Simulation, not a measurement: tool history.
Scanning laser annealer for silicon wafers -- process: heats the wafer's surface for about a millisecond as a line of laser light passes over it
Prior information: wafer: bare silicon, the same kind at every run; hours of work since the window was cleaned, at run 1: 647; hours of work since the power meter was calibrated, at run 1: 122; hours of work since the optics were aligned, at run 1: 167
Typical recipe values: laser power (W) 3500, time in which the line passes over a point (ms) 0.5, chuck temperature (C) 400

run   hour  laser power (W)  time in which the line passes over a point (ms)  chuck temperature (C)  hours of work since the window was cleaned  hours of work since the power meter was calibrated  hours of work since the optics were aligned  highest temperature of the surface (C)
  1      0             3500                                              0.5                    400                                         647                                                 122                                          167                                    1125
  2   14.2             3500                                              0.5                    400                                         658                                                 133                                          178                                    1126
  3   23.9             3025                                              0.5                    400                                         665                                                 140                                          185                                    1027
  4     33             3225                                              0.5                    400                                         672                                                 147                                          192                                    1069
  5   47.6             3500                                            0.587                    400                                         683                                                 158                                          203                                    1196
  6   54.4             3500                                            0.587                    400                                         688                                                 163                                          208                                    1199
  7   64.2             3500                                            0.587                    400                                         696                                                 171                                          216                                    1198
  8   77.7             3500                                              0.5                    400                                         706                                                 181                                          226                                    1124
  9   89.6             3500                                              0.5                    400                                         715                                                 190                                          235                                    1125
 10  103.5             3500                                              0.5                    389                                         725                                                 200                                          246                                    1116
 11  116.2             3814                                              0.5                    389                                         735                                                 210                                          255                                    1179
 12  126.4             3814                                              0.5                    389                                         743                                                 218                                          263                                    1179
 13    139             3778                                              0.5                    400                                         752                                                 227                                          273                                    1188
 14  154.6             3631                                            0.352                    382                                         764                                                 239                                          285                                     998
 15  167.4             3631                                            0.616                    382                                         774                                                 249                                          294                                    1231
 16  177.8             3410                                            0.468                    400                                         782                                                 257                                          302                                    1082
 17  190.7             3500                                              0.5                    363                                         792                                                 267                                          312                                    1094
 18  205.4             3150                                             0.59                    429                                         803                                                 278                                          323                                    1150
 19  215.9             3719                                            0.601                    419                                         811                                                 286                                          331                                    1279
 20  230.1             3473                                            0.409                    419                                         821                                                 296                                          342                                    1061
 21  245.3             3282                                            0.409                    419                                         833                                                 308                                          353                                    1028
 22  253.6             3282                                            0.409                    419                                         839                                                 314                                          360                                    1025
 23  262.7             3584                                            0.594                    437                                         846                                                 321                                          367                                    1257
 24  271.2             3584                                            0.594                    437                                         853                                                 328                                          373                                    1257
 25  280.5             3844                                            0.389                    437                                         860                                                 335                                          380                                    1130
 26  287.2             3844                                            0.389                    437                                         865                                                 340                                          385                                    1124

Each row is a separate what-if for the run after 26, all from the same tool condition, not one after another. Results?
     295.5  -- window over the wafer cleaned
  A  297.6             3844                                            0.389                    396                                           2                                                 346                                          392                                       ?
     295.5  -- window over the wafer cleaned
  B  297.6             3242                                            0.389                    434                                           2                                                 346                                          392                                       ?
     295.5  -- window over the wafer cleaned
  C  297.6             3500                                            0.411                    400                                           2                                                 346                                          392                                       ?
     295.5  -- window over the wafer cleaned
  D  297.6             3609                                            0.389                    437                                           2                                                 346                                          392                                       ?

run  highest temperature of the surface (C)
  A                                    1087
  B                                    1020
  C                                    1048
  D                                    1087
Take away the tool's hidden state, keep each run's random variation, and the runs would have read:
run  highest temperature of the surface (C)
  A                                    1087
  B                                    1020
  C                                    1048
  D                                    1087
